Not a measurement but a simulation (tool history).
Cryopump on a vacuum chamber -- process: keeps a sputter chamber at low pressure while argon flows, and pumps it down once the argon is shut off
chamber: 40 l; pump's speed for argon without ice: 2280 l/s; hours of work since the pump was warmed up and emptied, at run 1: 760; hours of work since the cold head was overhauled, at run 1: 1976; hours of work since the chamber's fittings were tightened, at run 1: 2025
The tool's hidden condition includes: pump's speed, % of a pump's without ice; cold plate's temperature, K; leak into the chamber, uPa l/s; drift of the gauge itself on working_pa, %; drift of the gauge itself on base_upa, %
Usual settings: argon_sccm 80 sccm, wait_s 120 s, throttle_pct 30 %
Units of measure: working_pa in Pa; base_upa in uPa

| run | day | argon_sccm | wait_s | throttle_pct | hours of work since the pump was warmed up and emptied | hours of work since the cold head was overhauled | hours of work since the chamber's fittings were tightened | working_pa | base_upa |
|---|---|---|---|---|---|---|---|---|---|
| 1 | 0.000 | 80 | 120 | 30 | 760 | 1976 | 2025 | 0.2127 | 1.54 |
| 2 | 2.362 | 80 | 120 | 30 | 797 | 2013 | 2063 | 0.2124 | 1.64 |
| 3 | 5.429 | 80 | 120 | 30 | 846 | 2061 | 2111 | 0.2137 | 1.67 |
| 4 | 7.571 | 80 | 120 | 30 | 879 | 2095 | 2145 | 0.2150 | 1.73 |
| 5 | 9.212 | 80 | 120 | 30 | 905 | 2121 | 2171 | 0.2169 | 1.73 |
| 6 | 11.771 | 80 | 120 | 35 | 946 | 2161 | 2211 | 0.1889 | 1.76 |
| 7 | 13.258 | 80 | 120 | 35 | 969 | 2185 | 2234 | 0.1914 | 1.80 |
| 8 | 15.112 | 80 | 120 | 35 | 998 | 2214 | 2264 | 0.1912 | 1.80 |
| 9 | 18.104 | 80 | 120 | 30 | 1046 | 2261 | 2311 | 0.2194 | 1.88 |
| 10 | 20.679 | 80 | 120 | 30 | 1086 | 2302 | 2352 | 0.2218 | 1.90 |
| 11 | 22.650 | 80 | 120 | 30 | 1117 | 2333 | 2383 | 0.2214 | 1.92 |
| 12 | 24.542 | 80 | 120 | 30 | 1147 | 2363 | 2412 | 0.2251 | 1.93 |
|  | 25.996 | pump warmed up, emptied and cooled again |
| 13 | 26.146 | 80 | 120 | 30 | 2 | 2385 | 2435 | 0.1990 | 1.56 |
| 14 | 27.638 | 146 | 120 | 30 | 26 | 2409 | 2458 | 0.3674 | 1.62 |
| 15 | 29.162 | 146 | 120 | 30 | 50 | 2433 | 2482 | 0.3635 | 1.60 |
| 16 | 32.008 | 152 | 120 | 30 | 95 | 2478 | 2527 | 0.3820 | 1.61 |
| 17 | 33.679 | 80 | 120 | 20 | 121 | 2504 | 2553 | 0.3009 | 1.61 |
| 18 | 35.367 | 41 | 73 | 25 | 148 | 2531 | 2580 | 0.1241 | 1.93 |
| 19 | 37.600 | 81 | 120 | 38 | 183 | 2566 | 2615 | 0.1625 | 1.70 |
| 20 | 40.488 | 39 | 26 | 36 | 229 | 2611 | 2661 | 0.0839 | 3.58 |
| 21 | 43.188 | 95 | 120 | 41 | 271 | 2654 | 2703 | 0.1796 | 1.80 |
| 22 | 44.938 | 95 | 78 | 51 | 299 | 2682 | 2731 | 0.1458 | 2.03 |
| 23 | 47.646 | 153 | 71 | 27 | 342 | 2724 | 2774 | 0.4343 | 2.15 |
| 24 | 50.742 | 153 | 210 | 16 | 390 | 2773 | 2823 | 0.7258 | 1.64 |
| 25 | 53.675 | 151 | 160 | 30 | 437 | 2819 | 2869 | 0.3902 | 1.72 |
| 26 | 56.188 | 87 | 160 | 27 | 476 | 2859 | 2909 | 0.2510 | 1.77 |
| 27 | 58.458 | 87 | 160 | 27 | 512 | 2895 | 2944 | 0.2485 | 1.74 |
| 28 | 60.992 | 126 | 234 | 40 | 552 | 2935 | 2984 | 0.2523 | 1.75 |
| 29 | 63.221 | 126 | 234 | 40 | 587 | 2970 | 3020 | 0.2542 | 1.77 |
| 30 | 65.000 | 126 | 40 | 52 | 615 | 2998 | 3048 | 0.2019 | 3.07 |
| 31 | 67.946 | 126 | 40 | 52 | 662 | 3045 | 3094 | 0.2014 | 3.03 |
| 32 | 71.133 | 130 | 137 | 58 | 712 | 3095 | 3144 | 0.1910 | 2.07 |
|  | 73.350 | leaking fittings of the chamber tightened, without venting |
| 33 | 73.596 | 142 | 29 | 38 | 750 | 3132 | 4 | 0.3041 | 2.27 |

3 ways to go on from here, each from the tool as it stands after run 33. What would each give?
| A | 76.538 | 73 | 102 | 59 | 796 | 3179 | 50 | ? | ? |
| B | 76.538 | 36 | 29 | 31 | 796 | 3179 | 50 | ? | ? |
| C | 76.538 | 80 | 154 | 50 | 796 | 3179 | 50 | ? | ? |

| run | working_pa | base_upa |
|---|---|---|
| A | 0.1075 | 0.82 |
| B | 0.0938 | 2.27 |
| C | 0.1366 | 0.61 |
What these runs would have given with no unlogged condition in the tool:
| run | working_pa | base_upa |
|---|---|---|
| A | 0.0915 | 0.73 |
| B | 0.0860 | 2.19 |
| C | 0.1191 | 0.53 |

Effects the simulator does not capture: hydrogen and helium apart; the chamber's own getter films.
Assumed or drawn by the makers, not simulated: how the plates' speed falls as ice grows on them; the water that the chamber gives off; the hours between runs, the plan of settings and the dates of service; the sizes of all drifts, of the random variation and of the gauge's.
